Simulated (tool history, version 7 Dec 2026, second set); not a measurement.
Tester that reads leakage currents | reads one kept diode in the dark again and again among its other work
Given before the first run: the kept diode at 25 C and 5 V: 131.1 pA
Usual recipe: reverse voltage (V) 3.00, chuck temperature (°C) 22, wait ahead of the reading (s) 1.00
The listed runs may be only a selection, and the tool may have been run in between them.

| run | day | reverse voltage (V) | chuck temperature (°C) | wait ahead of the reading (s) | current that the tester gives (pA) |
|---|---|---|---|---|---|
| 1 | 0.000 | 3.00 | 22 | 1.00 | 82.09 |
| 2 | 0.892 | 3.00 | 22 | 1.00 | 81.67 |
| 3 | 2.300 | 3.00 | 22 | 1.00 | 81.84 |
| 4 | 3.746 | 3.00 | 22 | 1.00 | 81.11 |
| 5 | 4.546 | 3.00 | 22 | 1.00 | 81.50 |
| 6 | 5.367 | 3.00 | 22 | 1.00 | 81.31 |
| 7 | 6.712 | 3.00 | 44 | 1.00 | 386.10 |
| 8 | 7.396 | 3.00 | 44 | 1.00 | 385.22 |
| 9 | 8.946 | 3.00 | 44 | 1.00 | 384.41 |
| 10 | 10.183 | 15.39 | 22 | 1.00 | 194.86 |
| 11 | 10.958 | 15.39 | 22 | 1.00 | 195.22 |
| 12 | 12.208 | 15.39 | 22 | 1.00 | 194.86 |
| 13 | 12.867 | 15.39 | 22 | 1.00 | 193.31 |
| 14 | 14.438 | 15.39 | 22 | 1.00 | 194.75 |
| 15 | 15.475 | 15.39 | 22 | 1.00 | 194.19 |
| 16 | 16.779 | 15.39 | 22 | 1.00 | 194.83 |
| 17 | 17.442 | 1.80 | 37 | 0.44 | 182.75 |
| 18 | 18.204 | 1.80 | 37 | 0.44 | 182.15 |
| 19 | 19.362 | 17.83 | 22 | 1.40 | 209.89 |
| 20 | 20.333 | 1.69 | 44 | 1.00 | 281.69 |

Run 21 comes next. What will it give?
| 21 | 20.983 | 16.60 | 21 | 5.59 | ? |

{"run 21": {"current that the tester gives (pA)": 184.95}}
Had the tool carried no hidden state, the very same run would have given current that the tester gives (pA) 180.18.
